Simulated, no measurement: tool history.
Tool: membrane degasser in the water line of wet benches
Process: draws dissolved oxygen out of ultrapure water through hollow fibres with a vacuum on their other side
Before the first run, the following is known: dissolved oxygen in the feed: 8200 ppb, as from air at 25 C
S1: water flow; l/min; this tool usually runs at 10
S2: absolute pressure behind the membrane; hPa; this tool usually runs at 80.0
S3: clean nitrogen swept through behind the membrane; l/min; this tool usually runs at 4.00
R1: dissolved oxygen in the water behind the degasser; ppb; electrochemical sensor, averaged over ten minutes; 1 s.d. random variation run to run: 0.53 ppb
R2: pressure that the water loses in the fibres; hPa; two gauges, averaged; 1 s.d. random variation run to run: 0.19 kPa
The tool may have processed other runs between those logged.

run 1 hour=0.0 | S1=10 S2=80.0 S3=4.00 | R1=44.0 R2=416.8
run 2 hour=124.5 | S1=10 S2=80.0 S3=4.00 | R1=45.0 R2=412.2
run 3 hour=245.3 | S1=10 S2=80.0 S3=4.00 | R1=43.0 R2=413.7
run 4 hour=390.9 | S1=10 S2=80.0 S3=4.00 | R1=44.2 R2=411.4
run 5 hour=503.0 | S1=10 S2=80.0 S3=4.00 | R1=43.8 R2=414.7
run 6 hour=627.6 | S1=10 S2=80.0 S3=3.90 | R1=44.5 R2=417.4
run 7 hour=779.3 | S1=10 S2=80.0 S3=4.00 | R1=44.7 R2=412.8
run 8 hour=903.8 | S1=10 S2=80.0 S3=4.00 | R1=44.0 R2=415.1
run 9 hour=1008.7 | S1=10 S2=80.0 S3=4.00 | R1=43.5 R2=416.1
run 10 hour=1087.7 | S1=10 S2=80.0 S3=4.00 | R1=44.5 R2=416.5
run 11 hour=1164.1 | S1=15 S2=80.0 S3=4.00 | R1=97.7 R2=617.8
run 12 hour=1276.9 | S1=15 S2=80.0 S3=4.00 | R1=99.2 R2=620.3
run 13 hour=1399.4 | S1=15 S2=80.0 S3=4.00 | R1=97.1 R2=620.4
run 14 hour=1519.7 | S1=10 S2=80.0 S3=4.00 | R1=44.5 R2=415.0
run 15 hour=1677.2 | S1=10 S2=80.0 S3=4.00 | R1=44.1 R2=416.1
run 16 hour=1779.5 | S1=10 S2=80.0 S3=3.14 | R1=51.6 R2=414.5
run 17 hour=1922.7 | S1=10 S2=80.0 S3=3.13 | R1=52.7 R2=413.6
run 18 hour=1993.8 | S1=15 S2=114.7 S3=4.17 | R1=125.1 R2=622.1
run 19 hour=2147.5 | S1=10 S2=131.5 S3=6.60 | R1=50.9 R2=416.3
run 20 hour=2273.9 | S1=14 S2=48.4 S3=4.00 | R1=58.3 R2=581.0
run 21 hour=2339.5 | S1=7 S2=91.1 S3=2.30 | R1=47.8 R2=293.7
run 22 hour=2435.9 | S1=10 S2=77.1 S3=2.59 | R1=56.3 R2=416.6
run 23 hour=2570.9 | S1=9 S2=68.6 S3=7.22 | R1=19.8 R2=372.6
run 24 hour=2732.6 | S1=9 S2=68.6 S3=7.22 | R1=20.7 R2=375.6
run 25 hour=2809.2 | S1=9 S2=68.6 S3=7.22 | R1=20.7 R2=371.0
run 26 hour=2925.7 | S1=9 S2=57.2 S3=7.22 | R1=17.2 R2=374.1
run 27 hour=2993.7 | S1=10 S2=193.4 S3=4.00 | R1=113.8 R2=414.7
run 28 hour=3078.5 | S1=10 S2=135.1 S3=2.60 | R1=111.7 R2=413.3
run 29 hour=3147.5 | S1=10 S2=135.1 S3=2.60 | R1=110.1 R2=413.4
run 30 hour=3256.1 | S1=10 S2=135.1 S3=10.69 | R1=38.4 R2=418.5
run 31 hour=3416.4 | S1=11 S2=135.1 S3=2.85 | R1=115.9 R2=454.3
run 32 hour=3492.2 | S1=11 S2=135.1 S3=2.85 | R1=116.8 R2=456.4
run 33 hour=3577.6 | S1=10 S2=80.0 S3=5.31 | R1=36.6 R2=415.5

Removed from this log: 1 entry logged between the listed runs. Between which two listed runs does each belong, and how does the tool's hidden state at the listed run before it compare with that at the listed run after it?
Run 5 -> run 6: vacuum gauge calibrated (hour 511.3)
  nothing in the hidden state changes from one run to the other

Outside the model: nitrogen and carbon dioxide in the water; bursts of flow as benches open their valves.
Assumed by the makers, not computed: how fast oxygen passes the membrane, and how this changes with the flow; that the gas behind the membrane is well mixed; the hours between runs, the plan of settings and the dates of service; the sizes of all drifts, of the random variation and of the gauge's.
